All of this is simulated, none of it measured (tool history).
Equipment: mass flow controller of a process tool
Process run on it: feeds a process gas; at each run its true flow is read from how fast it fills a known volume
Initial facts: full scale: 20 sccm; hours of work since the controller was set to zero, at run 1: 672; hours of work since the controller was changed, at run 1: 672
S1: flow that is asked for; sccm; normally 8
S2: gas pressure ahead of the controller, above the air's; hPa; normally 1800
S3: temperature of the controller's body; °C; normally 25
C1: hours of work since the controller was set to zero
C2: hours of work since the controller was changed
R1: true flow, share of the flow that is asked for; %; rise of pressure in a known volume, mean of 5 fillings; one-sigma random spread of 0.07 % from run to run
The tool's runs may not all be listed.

| run | hour | S1 | S2 | S3 | C1 | C2 | R1 |
|---|---|---|---|---|---|---|---|
| 1 | 0.0 | 8 | 1800 | 25 | 672 | 672 | 98.40 |
| 2 | 75.4 | 8 | 1800 | 25 | 705 | 705 | 98.25 |
| 3 | 121.5 | 8 | 2460 | 25 | 725 | 725 | 97.75 |
| 4 | 201.1 | 8 | 2460 | 25 | 760 | 760 | 97.58 |
| 5 | 240.6 | 8 | 2460 | 25 | 777 | 777 | 97.63 |
| 6 | 278.7 | 8 | 2460 | 25 | 793 | 793 | 97.45 |
| 7 | 336.8 | 8 | 2460 | 26 | 819 | 819 | 97.54 |
| 8 | 382.0 | 8 | 1800 | 39 | 839 | 839 | 98.45 |
| 9 | 446.4 | 8 | 1720 | 25 | 867 | 867 | 97.84 |
| 10 | 494.2 | 8 | 1720 | 25 | 887 | 887 | 97.88 |
| 11 | 551.9 | 8 | 1720 | 25 | 913 | 913 | 97.68 |
| 12 | 593.4 | 8 | 1720 | 25 | 931 | 931 | 97.76 |
| 13 | 672.8 | 8 | 1720 | 25 | 965 | 965 | 97.62 |
| 14 | 750.4 | 8 | 1720 | 25 | 999 | 999 | 97.54 |
| 15 | 793.7 | 8 | 1800 | 20 | 1018 | 1018 | 97.14 |
| 16 | 856.0 | 8 | 1800 | 20 | 1045 | 1045 | 97.18 |
| 17 | 893.1 | 8 | 1800 | 20 | 1061 | 1061 | 97.12 |
| 18 | 965.0 | 7 | 1800 | 25 | 1093 | 1093 | 96.91 |
| 19 | 1009.1 | 7 | 1800 | 25 | 1112 | 1112 | 96.87 |
| 20 | 1072.0 | 8 | 1800 | 25 | 1140 | 1140 | 97.04 |
| 21 | 1132.3 | 8 | 1800 | 27 | 1166 | 1166 | 97.03 |
| 22 | 1174.0 | 8 | 1800 | 27 | 1184 | 1184 | 96.92 |
| 23 | 1251.1 | 8 | 2690 | 25 | 1218 | 1218 | 96.20 |
| 24 | 1326.2 | 18 | 1800 | 31 | 1250 | 1250 | 98.54 |
| 25 | 1362.8 | 4 | 2500 | 31 | 1266 | 1266 | 95.70 |
| 26 | 1405.4 | 4 | 2500 | 31 | 1285 | 1285 | 95.86 |
| 27 | 1474.8 | 4 | 2500 | 31 | 1315 | 1315 | 95.73 |
| 28 | 1527.9 | 6 | 1430 | 34 | 1338 | 1338 | 96.85 |
| 29 | 1606.9 | 11 | 2510 | 26 | 1373 | 1373 | 96.25 |
| 30 | 1641.3 | 11 | 2510 | 26 | 1388 | 1388 | 96.25 |
| 31 | 1675.5 | 6 | 2500 | 26 | 1403 | 1403 | 95.63 |
| 32 | 1735.4 | 3 | 1420 | 28 | 1429 | 1429 | 95.92 |
| 33 | 1784.3 | 3 | 1420 | 28 | 1450 | 1450 | 95.87 |
| 34 | 1834.5 | 9 | 1540 | 35 | 1472 | 1472 | 96.74 |
| 35 | 1884.3 | 18 | 2130 | 28 | 1494 | 1494 | 97.37 |
| 36 | 1943.1 | 18 | 2130 | 28 | 1520 | 1520 | 97.28 |
| 37 | 1980.3 | 7 | 2470 | 28 | 1536 | 1536 | 95.38 |
|  | 2008.5 | gauge calibrated |
| 38 | 2056.9 | 7 | 2470 | 28 | 1569 | 1569 | 97.76 |
| 39 | 2110.3 | 7 | 2470 | 28 | 1593 | 1593 | 97.77 |
| 40 | 2144.0 | 7 | 2470 | 28 | 1607 | 1607 | 97.64 |
| 41 | 2177.0 | 16 | 2220 | 30 | 1622 | 1622 | 99.18 |
| 42 | 2247.2 | 16 | 2220 | 30 | 1652 | 1652 | 99.07 |
| 43 | 2309.8 | 8 | 2610 | 25 | 1680 | 1680 | 97.27 |
| 44 | 2353.4 | 6 | 1800 | 39 | 1699 | 1699 | 98.15 |

A few steps of R1 between consecutive runs. Split each: what settings, incoming material and random variation would produce without the hidden state, and what is left over for the hidden state, along with gauge scatter present in only one of the two compared results (measured, and without hidden state):
Hidden state present: flow at rest that the sensor doesn't see, % of full scale; true flow over the shown one, %; drift of the gauge itself on true_pct, %.
Run 13 -> 14: nothing adjusted, nothing logged. R1 -0.08 %: hidden state -0.11, all else +0.03.
Run 23 -> 24: S1 8 -> 18, S2 2690 -> 1800, S3 25 -> 31. R1 +2.34 %: hidden state -0.14, all else +2.48.
Run 24 -> 25: S1 18 -> 4, S2 1800 -> 2500. R1 -2.84 %: hidden state +0.01, all else -2.85.
Run 37 -> 38: gauge calibrated. R1 +2.38 %: hidden state +2.40, all else -0.02.

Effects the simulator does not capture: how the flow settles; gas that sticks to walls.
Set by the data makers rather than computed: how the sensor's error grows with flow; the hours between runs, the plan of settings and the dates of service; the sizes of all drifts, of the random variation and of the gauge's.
